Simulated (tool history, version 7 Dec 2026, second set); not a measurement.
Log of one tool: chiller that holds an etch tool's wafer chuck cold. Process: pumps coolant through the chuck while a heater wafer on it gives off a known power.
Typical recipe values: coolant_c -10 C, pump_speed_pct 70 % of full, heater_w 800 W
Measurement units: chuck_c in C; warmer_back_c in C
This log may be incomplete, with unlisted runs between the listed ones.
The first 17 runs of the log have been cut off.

run	hour	coolant_c	pump_speed_pct	heater_w	chuck_c	warmer_back_c
18	2401.9	-20	99	800	-14.3	2.65
# hour 2512.3: coolant pump overhauled, once more
19	2608.8	-10	70	800	-3.3	3.39
20	2777.3	-9	94	496	-5.6	1.52
21	2904.8	-9	100	611	-4.8	1.77
22	3054.3	-7	73	737	-1.1	3.05
23	3226.0	-7	63	416	-3.4	2.04
24	3347.0	-10	77	402	-6.7	1.55
25	3527.0	-17	82	1104	-8.7	3.97
26	3653.1	-10	76	1017	-1.7	3.99
27	3794.8	-10	89	1017	-2.7	3.38
28	3993.9	-20	70	1025	-11.0	4.45

Run 29 has not been measured yet. What should we expect?
# hour 4080.4: chiller's thermometer calibrated
29	4091.3	-7	97	800	?	?

Run 29 came out at chuck_c -1.6 C, warmer_back_c 2.40 C.
Without the tool's hidden state the same run would have given chuck_c -1.8 C, warmer_back_c 2.37 C.

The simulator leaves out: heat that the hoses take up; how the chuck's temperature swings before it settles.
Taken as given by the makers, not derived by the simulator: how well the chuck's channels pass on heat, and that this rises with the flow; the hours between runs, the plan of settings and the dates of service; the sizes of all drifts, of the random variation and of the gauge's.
